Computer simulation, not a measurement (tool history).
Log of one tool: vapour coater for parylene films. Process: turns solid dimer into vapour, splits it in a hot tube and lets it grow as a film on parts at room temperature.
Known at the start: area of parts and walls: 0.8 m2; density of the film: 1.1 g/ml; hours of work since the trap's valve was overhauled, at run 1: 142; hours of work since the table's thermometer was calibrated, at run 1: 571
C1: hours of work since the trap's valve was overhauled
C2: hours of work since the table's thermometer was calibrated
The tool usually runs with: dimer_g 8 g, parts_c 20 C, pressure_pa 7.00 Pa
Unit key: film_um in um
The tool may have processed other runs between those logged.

Run 1, hour 0.0: usual settings; C1 142; C2 571. Result: film_um 4.72 um.
Run 2, hour 34.0: usual settings; C1 165; C2 595. Result: film_um 4.64 um.
Run 3, hour 70.2: usual settings but parts_c 22 C; C1 191; C2 620. Result: film_um 4.43 um.
Run 4, hour 119.8: usual settings; C1 225; C2 655. Result: film_um 4.49 um.
At hour 158.3: trap's valve overhauled.
Run 5, hour 179.7: usual settings but dimer_g 14 g; C1 15; C2 694. Result: film_um 7.15 um.
Run 6, hour 215.3: usual settings but dimer_g 14 g; C1 40; C2 718. Result: film_um 7.15 um.
Run 7, hour 269.9: usual settings; C1 78; C2 756. Result: film_um 3.97 um.
At hour 283.6: trap's valve overhauled, once more.
Run 8, hour 319.3: usual settings; C1 25; C2 788. Result: film_um 4.96 um.
Run 9, hour 366.8: usual settings; C1 58; C2 821. Result: film_um 4.92 um.
Run 10, hour 421.6: usual settings; C1 96; C2 859. Result: film_um 4.79 um.
Run 11, hour 453.0: usual settings; C1 118; C2 881. Result: film_um 4.78 um.
Run 12, hour 511.2: usual settings; C1 159; C2 922. Result: film_um 4.66 um.
Run 13, hour 581.8: usual settings; C1 208; C2 971. Result: film_um 4.59 um.
Run 14, hour 630.5: usual settings; C1 242; C2 1005. Result: film_um 4.48 um.
At hour 648.4: trap's valve overhauled.
Run 15, hour 696.0: usual settings but dimer_g 11 g; C1 33; C2 1048. Result: film_um 6.86 um.
Run 16, hour 730.6: usual settings but dimer_g 11 g; C1 57; C2 1072. Result: film_um 6.71 um.
Run 17, hour 779.0: usual settings but dimer_g 11 g, parts_c 25 C; C1 91; C2 1106. Result: film_um 5.86 um.
Run 18, hour 847.0: usual settings but dimer_g 6 g, parts_c 23 C, pressure_pa 2.61 Pa; C1 138; C2 1153. Result: film_um 4.04 um.
Run 19, hour 879.8: usual settings but dimer_g 6 g, parts_c 23 C, pressure_pa 2.61 Pa; C1 161; C2 1176. Result: film_um 3.96 um.
Run 20, hour 938.1: usual settings but dimer_g 9 g, parts_c 23 C, pressure_pa 2.86 Pa; C1 202; C2 1217. Result: film_um 5.74 um.
Run 21, hour 1000.4: usual settings but dimer_g 6 g, parts_c 13 C; C1 245; C2 1260. Result: film_um 3.85 um.
At hour 1011.0: trap's valve overhauled.
Run 22, hour 1036.4: usual settings but dimer_g 11 g, parts_c 26 C, pressure_pa 4.00 Pa; C1 18; C2 1282. Result: film_um 6.68 um.

Per-run results on a tool with no hidden state, each run keeping its own random variation:
What the log doesn't record here: vapour lost through the trap's worn valve, %; true temperature of the parts over the reading, C; drift of the gauge itself on film_um, %.
run  film_um
  1     5.08
  2     5.05
  3     4.88
  4     5.03
  5     8.85
  6     8.96
  7     5.08
  8     5.08
  9     5.10
 10     5.06
 11     5.09
 12     5.06
 13     5.10
 14     5.06
 15     7.09
 16     7.00
 17     6.20
 18     4.37
 19     4.33
 20     6.40
 21     4.39
 22     6.82
